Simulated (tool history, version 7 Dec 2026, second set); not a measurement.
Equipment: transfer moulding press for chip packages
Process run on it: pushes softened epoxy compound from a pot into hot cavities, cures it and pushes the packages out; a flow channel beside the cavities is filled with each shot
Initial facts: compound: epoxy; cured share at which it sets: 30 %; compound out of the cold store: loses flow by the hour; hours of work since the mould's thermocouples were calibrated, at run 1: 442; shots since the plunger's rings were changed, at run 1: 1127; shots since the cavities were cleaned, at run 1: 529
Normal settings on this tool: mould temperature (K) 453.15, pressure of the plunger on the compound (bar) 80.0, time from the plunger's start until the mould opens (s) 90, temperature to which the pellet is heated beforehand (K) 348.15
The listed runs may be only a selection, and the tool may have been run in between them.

run,day,mould temperature (K),pressure of the plunger on the compound (bar),time from the plunger's start until the mould opens (s),temperature to which the pellet is heated beforehand (K),hours of work since the mould's thermocouples were calibrated,shots since the plunger's rings were changed,shots since the cavities were cleaned,incoming compound's hours out of the cold store,length that the compound runs in the flow channel (mm),greatest force on the pins that push the packages out (N)
1,0.000,453.15,80.0,90,348.15,442,1127,529,39.4,699,957
# day 1.283: cavities cleaned with cleaning compound and waxed
2,3.375,453.15,80.0,90,348.15,484,1947,518,32.9,714,1310
# day 4.629: cavities cleaned with cleaning compound and waxed
3,6.600,453.15,80.0,90,348.15,524,2729,488,33.6,693,1026
# day 8.088: cavities cleaned with cleaning compound and waxed
4,9.938,453.15,80.0,90,348.15,565,3539,457,24.2,713,952
# day 11.412: cavities cleaned with cleaning compound and waxed
5,12.658,453.15,61.4,90,348.15,598,4196,307,32.3,604,920
# day 14.938: cavities cleaned with cleaning compound and waxed, once more
6,15.138,453.15,61.4,90,348.15,628,4794,50,16.8,622,746
# day 16.296: mould's thermocouples calibrated
7,16.646,453.15,80.0,90,345.15,4,5146,402,27.8,686,980
# day 18.446: cavities cleaned with cleaning compound and waxed
8,19.942,453.15,80.0,90,345.15,45,5946,369,27.3,688,922
# day 21.779: cavities cleaned with cleaning compound and waxed
# day 22.354: plunger's sealing rings changed
9,23.304,451.15,80.0,90,348.15,85,235,352,19.8,760,1080
# day 25.238: cavities cleaned with cleaning compound and waxed
10,26.342,451.15,80.0,90,348.15,123,971,274,16.3,752,1007
# day 28.567: cavities cleaned with cleaning compound and waxed
11,29.062,457.15,92.4,90,344.15,156,1628,122,21.8,773,608
12,30.542,457.15,92.4,90,344.15,175,1994,488,34.4,747,755
# day 32.033: cavities cleaned with cleaning compound and waxed
13,33.758,457.15,86.1,90,345.15,214,2774,427,34.5,711,728
# day 35.362: cavities cleaned with cleaning compound and waxed
14,35.362,450.15,80.0,84,348.15,234,3155,0,34.6,712,879
15,37.254,450.15,80.0,84,348.15,258,3624,469,20.3,735,1460
# day 38.842: cavities cleaned with cleaning compound and waxed
16,39.958,450.15,80.0,84,348.15,291,4277,277,20.3,727,1353
17,41.471,453.15,66.7,70,348.15,310,4651,651,13.4,670,2022
# day 42.221: cavities cleaned with cleaning compound and waxed
18,44.875,450.15,80.0,120,348.15,352,5478,657,14.6,724,716
# day 45.629: cavities cleaned with cleaning compound and waxed
19,46.342,450.15,80.0,120,348.15,369,5824,176,35.8,684,518
20,48.612,460.15,95.6,120,342.15,398,6387,739,42.6,688,601

Here are 4 independent what-if runs from the current tool condition. What would each one return?
# day 49.008: cavities cleaned with cleaning compound and waxed
# day 49.300: plunger's sealing rings changed
A,51.575,448.15,95.6,120,342.15,433,563,609,33.3,?,?
# day 49.008: cavities cleaned with cleaning compound and waxed
# day 49.300: plunger's sealing rings changed
B,51.575,448.15,95.6,120,342.15,433,563,609,23.3,?,?
# day 49.008: cavities cleaned with cleaning compound and waxed
# day 49.300: plunger's sealing rings changed
C,51.575,447.15,69.3,105,348.15,433,563,609,35.0,?,?
# day 49.008: cavities cleaned with cleaning compound and waxed
# day 49.300: plunger's sealing rings changed
D,51.575,451.15,80.0,90,348.15,433,563,609,22.3,?,?

run,length that the compound runs in the flow channel (mm),greatest force on the pins that push the packages out (N)
A,791,725
B,809,774
C,675,1050
D,739,1268
Without the tool's unlogged condition, the same runs would have read:
run,length that the compound runs in the flow channel (mm),greatest force on the pins that push the packages out (N)
A,797,433
B,815,460
C,680,623
D,745,752

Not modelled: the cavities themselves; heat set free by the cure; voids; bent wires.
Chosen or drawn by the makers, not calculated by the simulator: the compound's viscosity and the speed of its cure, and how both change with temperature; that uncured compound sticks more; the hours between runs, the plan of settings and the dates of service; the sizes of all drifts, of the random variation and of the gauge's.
